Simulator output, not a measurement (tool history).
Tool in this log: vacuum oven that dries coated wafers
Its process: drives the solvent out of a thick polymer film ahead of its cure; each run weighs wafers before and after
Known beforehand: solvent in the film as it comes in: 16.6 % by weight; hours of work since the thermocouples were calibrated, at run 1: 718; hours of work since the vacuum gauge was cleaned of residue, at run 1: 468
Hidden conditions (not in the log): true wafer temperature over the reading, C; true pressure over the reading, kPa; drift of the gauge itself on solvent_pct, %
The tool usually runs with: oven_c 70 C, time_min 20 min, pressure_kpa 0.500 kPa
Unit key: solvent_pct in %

run,hour,oven_c,time_min,pressure_kpa,hours of work since the thermocouples were calibrated,hours of work since the vacuum gauge was cleaned of residue,solvent_pct
1,0.0,70,20,0.500,718,468,2.03
2,44.0,84,20,0.500,746,495,0.23
3,91.6,70,20,0.500,775,524,2.06
4,141.7,70,20,0.500,806,555,1.86
5,178.8,72,20,0.500,829,578,1.46
6,212.5,72,11,0.500,850,599,3.81
7,239.6,70,20,0.500,866,616,2.01
8,288.1,70,35,0.500,896,646,0.71
9,334.6,70,35,0.500,925,674,0.59
10,383.1,70,35,0.500,955,704,0.67
11,405.9,70,20,0.500,969,718,1.96
12,439.1,70,20,0.500,989,739,1.91
13,487.7,70,12,1.489,1019,769,4.39
14,509.7,72,12,1.489,1033,782,3.55
15,533.2,59,14,1.489,1047,797,7.88
16,557.3,64,17,1.489,1062,812,5.12
17,599.5,71,20,0.500,1088,838,1.73
18,622.7,71,20,0.500,1103,852,1.61
19,669.8,68,33,0.500,1132,881,1.06
20,715.5,83,20,1.812,1160,909,0.56
21,752.8,83,20,1.812,1183,932,0.52
22,782.3,73,20,0.500,1201,950,1.11
23,831.4,73,20,0.500,1231,981,1.06
24,859.7,72,13,1.048,1249,998,2.92

Below are 4 alternative next runs, each starting from the tool's condition after run 24. Predict each:
A,899.0,75,21,1.467,1273,1022,?
B,899.0,72,17,1.048,1273,1022,?
C,899.0,56,13,1.048,1273,1022,?
D,899.0,80,31,0.749,1273,1022,?

run,solvent_pct
A,1.08
B,1.94
C,9.11
D,0.36
Stripped of hidden state, with their random variation kept, the same runs would have yielded:
run,solvent_pct
A,1.41
B,2.60
C,9.84
D,0.33
